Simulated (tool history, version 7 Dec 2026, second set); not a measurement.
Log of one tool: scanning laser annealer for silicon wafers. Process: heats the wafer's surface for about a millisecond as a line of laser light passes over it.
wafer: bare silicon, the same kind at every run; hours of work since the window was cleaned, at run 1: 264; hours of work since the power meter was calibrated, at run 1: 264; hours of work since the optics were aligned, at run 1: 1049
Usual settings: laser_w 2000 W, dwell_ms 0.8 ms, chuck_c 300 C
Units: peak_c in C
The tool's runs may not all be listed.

run	hour	laser_w	dwell_ms	chuck_c	hours of work since the window was cleaned	hours of work since the power meter was calibrated	hours of work since the optics were aligned	peak_c
1	0	2000	0.8	300	264	264	1049	1029
2	36.9	2000	0.8	300	288	288	1073	1031
3	84.9	2000	0.8	300	319	319	1104	1030
4	106.7	2000	0.8	271	333	333	1118	999
5	142.5	1768	0.8	300	357	357	1141	947
6	169.6	1768	0.8	304	374	374	1159	952
7	200.2	1768	0.8	327	394	394	1179	977
8	224.8	1768	0.8	327	410	410	1195	977
9	252.5	1948	0.8	300	428	428	1213	1013
10	291.3	1948	0.8	300	454	454	1238	1009
# hour 334.9: window over the wafer cleaned
11	345	1948	0.8	300	7	487	1272	1014
12	376.1	2000	0.8	300	27	508	1292	1029
13	417.8	2000	0.8	300	54	535	1320	1031
14	450.1	2000	0.8	300	75	556	1341	1028
15	480.3	2000	0.8	300	95	575	1360	1033
16	518.3	2000	0.8	300	120	600	1385	1027
17	548.3	2000	0.597	300	139	620	1405	940
18	581.8	2000	0.597	300	161	641	1426	939
19	611.8	2000	0.597	300	180	661	1446	936
20	655.9	2004	0.597	300	209	690	1475	942
21	679.1	2071	0.809	326	224	705	1490	1084
22	728.8	2000	0.8	308	257	737	1522	1035
23	750.7	2000	0.8	323	271	752	1536	1053
24	789	2000	0.81	329	296	777	1561	1065
25	820.9	2000	0.988	279	317	797	1582	1083
26	867	2000	0.792	303	347	827	1612	1030
# hour 880.1: optics aligned, line set to its width
27	911.9	2000	0.563	325	373	853	21	951
28	947.8	1958	0.803	335	396	877	44	1054
29	988.7	2169	0.613	335	423	903	71	1033
30	1010.3	2000	0.8	321	437	917	85	1053
31	1035.1	1951	0.8	336	453	934	101	1047
# hour 1080.3: window over the wafer cleaned
32	1082.7	2153	0.8	288	2	963	131	1071
33	1128.4	1991	0.709	320	31	993	160	1009
34	1155.2	2077	0.8	300	49	1010	178	1059
35	1197.5	2077	0.854	300	76	1038	205	1079
36	1243	1936	0.8	300	106	1068	235	1008
37	1282.7	1936	0.8	300	132	1094	261	1008
38	1323.7	1936	0.8	300	159	1120	288	1010
39	1352.5	2000	0.907	300	177	1139	306	1073
40	1377.1	1733	0.907	300	193	1155	322	974

Forecast each of these 4 alternatives for the next run:
A	1412.7	1733	0.868	300	217	1178	346	?
B	1412.7	2117	0.907	300	217	1178	346	?
C	1412.7	1782	0.8	299	217	1178	346	?
D	1412.7	1778	0.972	317	217	1178	346	?

run	peak_c
A	960
B	1118
C	953
D	1032
Without the tool's hidden state the same runs would have given:
run	peak_c
A	960
B	1118
C	953
D	1032
